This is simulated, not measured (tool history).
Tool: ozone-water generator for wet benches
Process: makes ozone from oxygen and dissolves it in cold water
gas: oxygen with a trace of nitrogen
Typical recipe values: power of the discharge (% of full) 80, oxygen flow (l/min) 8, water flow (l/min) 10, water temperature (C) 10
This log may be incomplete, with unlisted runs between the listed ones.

run	day	power of the discharge (% of full)	oxygen flow (l/min)	water flow (l/min)	water temperature (C)	dissolved ozone (ppm)	ozone in the gas ahead of the water (g/m3)
1	0	80	8	10	10	51.6	225.7
2	1.358	80	8	10	10	51.6	224.3
3	2.738	80	8	10	10	51.6	225.8
4	3.358	66	8	10	10	44	194.4
5	4.867	80	8	10	8	53.3	225.6
6	6.154	80	8	10	8	53.7	224.4
7	7.571	80	8	10	8	53.5	223.1
8	9.029	74	8	10	13	45.3	211.9
9	9.746	74	8	16	10	34.7	209
10	11.154	80	4.62	15	10	39.1	298.3
11	11.942	44	6.39	14	8	26.6	155.9
12	13.138	68	13.15	7	10	46.8	151.2
13	14.167	63	5.4	12	13	37.8	228.1
14	15.425	80	5.56	10	10	53.8	263.7

Forecast each of these 4 alternatives for the next run:
A	16.379	80	5.04	10	10	?	?
B	16.379	73	4.69	10	16	?	?
C	16.379	81	5.56	10	10	?	?
D	16.379	80	6.6	10	10	?	?

run	dissolved ozone (ppm)	ozone in the gas ahead of the water (g/m3)
A	54.6	281.9
B	46.2	274.3
C	54.7	273.9
D	52.7	245.9
Take away the tool's hidden state, keep each run's random variation, and the runs would have read:
run	dissolved ozone (ppm)	ozone in the gas ahead of the water (g/m3)
A	54.7	286
B	46.3	278.2
C	54.7	277.8
D	52.7	249.5
